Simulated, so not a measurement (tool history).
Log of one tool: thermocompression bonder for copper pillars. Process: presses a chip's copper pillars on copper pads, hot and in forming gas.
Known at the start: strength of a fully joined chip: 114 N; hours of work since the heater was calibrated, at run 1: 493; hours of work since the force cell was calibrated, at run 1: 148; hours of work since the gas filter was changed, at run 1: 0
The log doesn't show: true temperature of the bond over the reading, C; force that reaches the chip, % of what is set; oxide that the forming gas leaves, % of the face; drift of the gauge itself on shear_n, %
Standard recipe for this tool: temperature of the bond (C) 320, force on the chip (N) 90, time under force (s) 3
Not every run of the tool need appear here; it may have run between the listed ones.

run,hour,temperature of the bond (C),force on the chip (N),time under force (s),hours of work since the heater was calibrated,hours of work since the force cell was calibrated,hours of work since the gas filter was changed,force that shears a chip off (N)
1,0,320,90,3,493,148,0,53.6
2,41.8,320,66,3,523,177,30,46.1
3,73.6,320,90,2,546,200,52,46.7
4,109.8,320,90,2,572,226,78,45.8
5,155.3,320,90,2,604,258,111,46.3
# hour 179.7: forming gas filter changed
6,192.7,321,90,2,630,285,9,47.5
7,241.8,321,90,2,665,320,44,46.9
8,285.3,321,90,4,696,351,75,59.6
9,317.5,320,90,3,719,374,98,53.6
# hour 358.7: forming gas filter changed
10,377.9,320,90,3,762,416,14,54.8
# hour 382.8: force cell calibrated
11,433.6,320,90,8,801,36,52,74.3
12,483.2,320,90,6,836,71,88,67.2
# hour 506.8: force cell calibrated, once more
13,512.6,320,90,3,856,4,108,54.2
# hour 539.3: forming gas filter changed
14,539.3,320,90,3,874,23,0,55.2
15,597,320,90,3,916,64,41,54.9
16,640.9,320,90,3,947,95,72,54.8
17,692.2,346,90,4,983,132,109,72.9
# hour 719.7: forming gas filter changed
18,729.3,346,90,4,1009,158,7,73.2
19,764.3,346,90,4,1034,183,32,73.3
20,792.8,343,90,5,1055,203,52,75.4
21,821.4,324,114,4,1075,223,72,68.4
22,857.6,305,114,3,1101,249,98,53.7
# hour 898: forming gas filter changed
23,912.1,320,130,2,1139,288,10,57.3
24,967.7,338,90,5,1179,327,50,73.6
25,1007.4,311,90,3,1207,356,78,50.6
# hour 1029.6: heater calibrated with a thermocouple chip
26,1045.9,311,90,3,12,382,104,47.2
# hour 1076.9: forming gas filter changed
27,1080.2,291,57,5,36,406,2,38.6
28,1133,313,97,5,73,443,40,60.5
29,1168.5,313,97,5,99,469,65,60.6
30,1194.8,341,60,3,117,487,84,51
31,1246.3,309,121,4,154,524,121,58.6

3 ways to go on from here, each from the tool as it stands after run 31. What would each give?
# hour 1256.7: forming gas filter changed
A,1285.1,314,90,3,181,551,20,?
# hour 1256.7: forming gas filter changed
B,1285.1,297,123,2,181,551,20,?
# hour 1256.7: forming gas filter changed
C,1285.1,346,78,4,181,551,20,?

run,force that shears a chip off (N)
A,50
B,42.6
C,65.7
What these runs would have given with no unlogged condition in the tool:
run,force that shears a chip off (N)
A,50.3
B,42.9
C,66.2

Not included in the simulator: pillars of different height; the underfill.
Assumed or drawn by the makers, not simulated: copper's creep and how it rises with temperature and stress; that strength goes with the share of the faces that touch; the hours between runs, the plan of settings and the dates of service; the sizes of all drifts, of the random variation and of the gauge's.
